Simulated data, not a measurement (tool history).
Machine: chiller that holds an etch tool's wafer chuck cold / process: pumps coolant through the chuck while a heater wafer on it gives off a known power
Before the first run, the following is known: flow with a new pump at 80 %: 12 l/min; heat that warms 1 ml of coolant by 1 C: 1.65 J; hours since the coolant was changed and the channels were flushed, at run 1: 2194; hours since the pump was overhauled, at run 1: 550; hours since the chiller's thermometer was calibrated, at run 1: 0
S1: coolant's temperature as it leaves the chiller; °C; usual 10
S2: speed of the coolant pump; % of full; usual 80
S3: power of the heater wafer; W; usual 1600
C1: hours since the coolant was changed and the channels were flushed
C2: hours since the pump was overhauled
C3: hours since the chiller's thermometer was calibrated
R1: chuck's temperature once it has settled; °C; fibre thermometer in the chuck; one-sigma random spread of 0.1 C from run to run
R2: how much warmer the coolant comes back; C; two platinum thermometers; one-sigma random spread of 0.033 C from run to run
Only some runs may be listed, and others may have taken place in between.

run	hour	S1	S2	S3	C1	C2	C3	R1	R2
1	0.0	10	80	1600	2194	550	0	22.4	4.90
2	18.4	7	80	1600	2212	569	18	19.3	4.96
3	36.8	7	80	1600	2230	587	37	19.5	4.92
4	63.2	10	65	1600	2257	613	63	23.9	6.10
5	96.5	10	80	1600	2290	647	97	22.2	4.91
6	115.9	10	80	1600	2310	666	116	22.4	4.98
7	140.7	10	80	1600	2334	691	141	22.5	4.91
8	164.2	4	65	1936	2358	714	164	21.0	7.34
9	202.7	6	71	1265	2396	753	203	16.6	4.37
# hour 207.0: chiller's thermometer calibrated
10	235.6	5	82	1265	2428	785	29	14.6	3.82
11	270.8	5	71	936	2463	820	64	12.8	3.24
12	289.9	14	80	1600	2483	839	83	26.4	5.04
13	322.2	14	80	1600	2515	871	115	26.4	4.98
14	357.7	5	73	2325	2550	907	151	23.8	7.90

How would selected steps in R1 from run to run divide? Give the signed amount a tool lacking its hidden state would still show from settings, what came in and random variation, and the signed amount left for the hidden state, including any gauge scatter that is not in both of the compared results.
The tool's hidden condition here consists of: heat passed by the chuck's channels, % of clean ones'; flow at a given pump speed, % of a new pump's; coolant's true temperature over the reading, C; drift of the gauge itself on chuck_c, C; drift of the gauge itself on warmer_back_c, C.
Run 11 -> 12: S1 5 -> 14, S2 71 -> 80, S3 936 -> 1600. R1 +13.6 °C: hidden state +0.3, all else +13.3.
Run 13 -> 14: S1 14 -> 5, S2 80 -> 73, S3 1600 -> 2325. R1 -2.6 °C: hidden state +0.6, all else -3.2.

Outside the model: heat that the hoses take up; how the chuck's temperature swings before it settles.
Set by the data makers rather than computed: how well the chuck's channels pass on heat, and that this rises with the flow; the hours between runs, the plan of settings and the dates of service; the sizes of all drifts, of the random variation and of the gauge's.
